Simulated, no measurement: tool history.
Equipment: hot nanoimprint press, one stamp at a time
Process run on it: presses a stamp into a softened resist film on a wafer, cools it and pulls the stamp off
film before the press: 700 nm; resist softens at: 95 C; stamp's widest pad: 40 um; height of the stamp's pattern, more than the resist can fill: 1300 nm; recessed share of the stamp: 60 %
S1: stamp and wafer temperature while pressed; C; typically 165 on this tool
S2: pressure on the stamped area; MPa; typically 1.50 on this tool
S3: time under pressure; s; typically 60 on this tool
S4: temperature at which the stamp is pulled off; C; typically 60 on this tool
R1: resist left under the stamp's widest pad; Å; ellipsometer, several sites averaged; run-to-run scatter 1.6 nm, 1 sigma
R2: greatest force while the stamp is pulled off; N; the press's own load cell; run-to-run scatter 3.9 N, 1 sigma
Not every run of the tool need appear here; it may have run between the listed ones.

Run 1, day 0.000: usual settings. Result: R1 2512 Å, R2 184 N.
Run 2, day 1.317: usual settings but S3 66 s. Result: R1 2444 Å, R2 186 N.
Run 3, day 2.796: usual settings but S1 170 C, S3 66 s. Result: R1 1978 Å, R2 183 N.
Run 4, day 4.004: usual settings but S1 170 C, S3 66 s. Result: R1 1985 Å, R2 200 N.
Run 5, day 5.288: usual settings. Result: R1 2509 Å, R2 186 N.
Run 6, day 6.567: usual settings. Result: R1 2500 Å, R2 189 N.
Run 7, day 8.062: usual settings. Result: R1 2479 Å, R2 190 N.
Run 8, day 9.458: usual settings but S1 175 C. Result: R1 1686 Å, R2 193 N.
At day 9.829: stamp cleaned and given a new release coat.
Run 9, day 11.429: usual settings. Result: R1 2524 Å, R2 179 N.
Run 10, day 12.454: usual settings. Result: R1 2514 Å, R2 180 N.
Run 11, day 13.346: usual settings. Result: R1 2501 Å, R2 180 N.
Run 12, day 14.917: usual settings but S3 57 s. Result: R1 2563 Å, R2 189 N.
Run 13, day 15.933: usual settings but S1 155 C. Result: R1 3777 Å, R2 190 N.
Run 14, day 17.246: usual settings but S1 174 C, S2 1.66 MPa, S3 100 s, S4 53 C. Result: R1 1324 Å, R2 197 N.
Run 15, day 18.392: usual settings but S1 169 C, S2 1.28 MPa. Result: R1 2306 Å, R2 188 N.
At day 20.033: plate thermocouple calibrated.
Run 16, day 20.033: usual settings but S1 169 C, S2 1.28 MPa. Result: R1 2309 Å, R2 187 N.
Run 17, day 20.896: usual settings but S1 169 C, S2 1.28 MPa. Result: R1 2312 Å, R2 194 N.
Run 18, day 22.088: usual settings but S1 168 C, S2 0.96 MPa, S3 64 s. Result: R1 2693 Å, R2 187 N.
Run 19, day 22.892: usual settings but S1 168 C, S2 0.96 MPa, S3 64 s. Result: R1 2684 Å, R2 186 N.
Run 20, day 24.254: usual settings but S1 160 C, S4 54 C. Result: R1 3083 Å, R2 200 N.

What if the next run were any one of these 3? Each begins from the tool's condition after run 20:
Run A, day 25.262: usual settings but S1 170 C, S2 1.39 MPa, S3 72 s. Result: R1 ?, R2 ?.
Run B, day 25.262: usual settings but S1 173 C, S2 1.35 MPa, S3 41 s, S4 54 C. Result: R1 ?, R2 ?.
Run C, day 25.262: usual settings but S1 160 C, S3 85 s, S4 59 C. Result: R1 ?, R2 ?.

run    R1   R2
  A  1982  192
  B  2254  196
  C  2734  192
With the hidden condition removed and each run's random variation left untouched, the same runs would have given:
run    R1   R2
  A  1983  190
  B  2255  194
  C  2735  190
